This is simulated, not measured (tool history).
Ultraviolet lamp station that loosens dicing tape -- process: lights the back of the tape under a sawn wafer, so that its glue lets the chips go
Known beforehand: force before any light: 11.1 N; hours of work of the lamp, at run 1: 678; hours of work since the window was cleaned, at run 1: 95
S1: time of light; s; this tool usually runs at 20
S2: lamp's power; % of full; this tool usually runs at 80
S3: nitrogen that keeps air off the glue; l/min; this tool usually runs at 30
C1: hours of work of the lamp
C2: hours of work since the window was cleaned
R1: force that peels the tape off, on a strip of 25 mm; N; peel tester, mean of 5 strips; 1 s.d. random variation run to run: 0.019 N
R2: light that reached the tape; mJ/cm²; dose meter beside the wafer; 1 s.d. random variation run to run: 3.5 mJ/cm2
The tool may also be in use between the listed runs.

| run | hour | S1 | S2 | S3 | C1 | C2 | R1 | R2 |
|---|---|---|---|---|---|---|---|---|
| 1 | 0 | 20 | 80 | 30 | 678 | 95 | 2.338 | 360 |
| 2 | 9.9 | 20 | 80 | 30 | 685 | 102 | 2.339 | 349 |
| 3 | 22.2 | 20 | 80 | 30 | 695 | 112 | 2.41 | 352 |
| 4 | 45.2 | 20 | 80 | 30 | 712 | 129 | 2.475 | 343 |
| 5 | 60 | 20 | 80 | 30 | 724 | 141 | 2.395 | 342 |
| 6 | 79.9 | 20 | 80 | 30 | 739 | 156 | 2.658 | 334 |
| 7 | 94.6 | 20 | 80 | 30 | 750 | 167 | 2.675 | 331 |
|  | 107.1 | lamp changed |
| 8 | 111.4 | 20 | 80 | 30 | 3 | 179 | 0.973 | 561 |
| 9 | 133.6 | 20 | 80 | 46 | 20 | 196 | 0.836 | 556 |
| 10 | 146.9 | 20 | 80 | 30 | 31 | 207 | 1.036 | 539 |
| 11 | 164.5 | 20 | 80 | 30 | 44 | 220 | 1.073 | 539 |
| 12 | 175.5 | 20 | 80 | 30 | 52 | 228 | 1.066 | 537 |
| 13 | 190.3 | 20 | 80 | 30 | 64 | 240 | 1.101 | 536 |
| 14 | 204.9 | 20 | 80 | 30 | 75 | 251 | 1.119 | 529 |
| 15 | 214.3 | 20 | 80 | 30 | 82 | 258 | 1.092 | 527 |
| 16 | 236.9 | 20 | 80 | 9 | 99 | 276 | 2.073 | 514 |
| 17 | 255.2 | 20 | 80 | 30 | 114 | 290 | 1.209 | 516 |
| 18 | 269.1 | 20 | 80 | 30 | 124 | 300 | 1.214 | 510 |
| 19 | 279 | 20 | 80 | 30 | 132 | 308 | 1.197 | 511 |
| 20 | 292.1 | 20 | 80 | 30 | 142 | 318 | 1.29 | 507 |
| 21 | 312.1 | 20 | 80 | 30 | 157 | 333 | 1.211 | 499 |
| 22 | 331.7 | 20 | 80 | 30 | 172 | 348 | 1.337 | 489 |
| 23 | 342 | 17 | 80 | 30 | 180 | 356 | 1.857 | 421 |
| 24 | 353.9 | 17 | 80 | 30 | 189 | 365 | 1.815 | 415 |
| 25 | 367.8 | 32 | 81 | 30 | 200 | 376 | 0.409 | 775 |
| 26 | 388 | 26 | 61 | 46 | 215 | 391 | 1.185 | 478 |
| 27 | 403.8 | 26 | 61 | 46 | 227 | 403 | 1.198 | 469 |
| 28 | 419.5 | 15 | 77 | 17 | 239 | 415 | 3.133 | 336 |
| 29 | 430.4 | 29 | 93 | 21 | 248 | 424 | 0.503 | 784 |
| 30 | 450.6 | 20 | 65 | 29 | 263 | 439 | 2.254 | 370 |
|  | 459.4 | window cleaned of glue's vapour |
| 31 | 462.7 | 20 | 65 | 29 | 272 | 3 | 1.958 | 401 |
| 32 | 476.4 | 20 | 65 | 29 | 283 | 13 | 1.95 | 396 |
| 33 | 486.8 | 34 | 89 | 56 | 291 | 21 | 0.185 | 922 |

The same runs without the tool's hidden state, with the same run-to-run variation:
Unlogged tool condition in this case: lamp's light, % of a new lamp's; light that the window lets through, % of a clean one's; drift of the gauge itself on peel_n, %; drift of the gauge itself on dose_mj_cm2, %.
| run | R1 | R2 |
|---|---|---|
| 1 | 0.904 | 586 |
| 2 | 0.896 | 574 |
| 3 | 0.908 | 581 |
| 4 | 0.911 | 579 |
| 5 | 0.864 | 583 |
| 6 | 0.941 | 579 |
| 7 | 0.926 | 583 |
| 8 | 0.882 | 585 |
| 9 | 0.73 | 587 |
| 10 | 0.899 | 573 |
| 11 | 0.912 | 579 |
| 12 | 0.893 | 580 |
| 13 | 0.904 | 584 |
| 14 | 0.901 | 582 |
| 15 | 0.869 | 582 |
| 16 | 1.714 | 575 |
| 17 | 0.913 | 583 |
| 18 | 0.902 | 581 |
| 19 | 0.879 | 586 |
| 20 | 0.932 | 585 |
| 21 | 0.856 | 582 |
| 22 | 0.923 | 578 |
| 23 | 1.332 | 500 |
| 24 | 1.285 | 497 |
| 25 | 0.234 | 936 |
| 26 | 0.738 | 583 |
| 27 | 0.728 | 578 |
| 28 | 2.295 | 419 |
| 29 | 0.258 | 984 |
| 30 | 1.473 | 470 |
| 31 | 1.44 | 474 |
| 32 | 1.41 | 471 |
| 33 | 0.12 | 1106 |
